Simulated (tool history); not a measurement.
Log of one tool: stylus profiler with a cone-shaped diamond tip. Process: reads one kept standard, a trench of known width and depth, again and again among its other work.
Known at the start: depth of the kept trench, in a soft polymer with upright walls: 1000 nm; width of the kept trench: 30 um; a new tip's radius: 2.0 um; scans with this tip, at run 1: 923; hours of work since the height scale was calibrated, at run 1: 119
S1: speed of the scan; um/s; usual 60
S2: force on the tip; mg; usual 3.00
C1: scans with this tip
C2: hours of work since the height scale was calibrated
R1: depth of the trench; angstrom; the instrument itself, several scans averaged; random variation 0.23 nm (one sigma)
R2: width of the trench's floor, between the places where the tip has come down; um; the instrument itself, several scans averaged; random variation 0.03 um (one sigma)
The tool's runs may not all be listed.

run,hour,S1,S2,C1,C2,R1,R2
1,0.0,60,3.00,923,119,10129.7,26.19
2,10.8,60,3.00,970,125,10126.7,26.20
3,22.1,60,3.00,1019,131,10128.4,26.20
4,32.3,60,3.00,1063,137,10133.0,26.14
5,48.5,60,3.00,1133,146,10129.7,26.17
6,64.3,60,3.00,1201,155,10128.3,26.15
7,73.6,80,3.32,1242,160,10138.4,26.04
# hour 75.2: height scale calibrated on a step standard
8,82.5,80,7.38,1278,4,10237.6,26.23
9,90.7,73,1.58,1314,9,10077.2,25.86
10,105.7,60,3.27,1378,17,10135.5,26.14
11,115.4,160,4.47,1421,22,10169.6,25.80

3 ways to go on from here, each from the tool as it stands after run 11. What would each give?
# hour 120.2: height scale calibrated on a step standard, once more
A,122.9,16,7.96,1451,1,?,?
# hour 120.2: height scale calibrated on a step standard, once more
B,122.9,52,1.64,1451,1,?,?
# hour 120.2: height scale calibrated on a step standard, once more
C,122.9,60,2.51,1451,1,?,?

run,R1,R2
A,10272.5,26.37
B,10098.7,26.17
C,10128.5,26.14
Without the tool's hidden state the same runs would have given:
run,R1,R2
A,10269.5,26.46
B,10095.7,26.26
C,10125.5,26.23
